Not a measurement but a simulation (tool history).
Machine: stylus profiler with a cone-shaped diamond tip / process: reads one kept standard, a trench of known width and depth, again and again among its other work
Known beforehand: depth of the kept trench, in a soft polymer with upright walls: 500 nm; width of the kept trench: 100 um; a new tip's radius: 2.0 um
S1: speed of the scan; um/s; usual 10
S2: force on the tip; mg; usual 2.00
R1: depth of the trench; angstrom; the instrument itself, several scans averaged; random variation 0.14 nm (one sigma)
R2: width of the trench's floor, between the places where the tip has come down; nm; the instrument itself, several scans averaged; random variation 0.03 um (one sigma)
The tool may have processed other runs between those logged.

run	hour	S1	S2	R1	R2
1	0.0	10	2.00	5071.1	96590
2	22.5	10	2.00	5072.2	96540
3	41.3	10	2.00	5073.2	96530
4	67.3	10	2.00	5073.3	96560
5	105.7	10	2.00	5074.6	96540
6	144.8	10	2.00	5075.6	96530
7	165.2	10	1.35	5063.8	96420
# hour 168.9: height scale calibrated on a step standard
8	205.9	16	2.00	5087.1	96450

The next listed run, before its measurement:
9	242.7	10	0.82	?	?

{"run 9": {"R1": 5061.5, "R2": 96350}}
Without the tool's hidden state the same run would have given R1 5030.6 angstrom, R2 97240 nm.
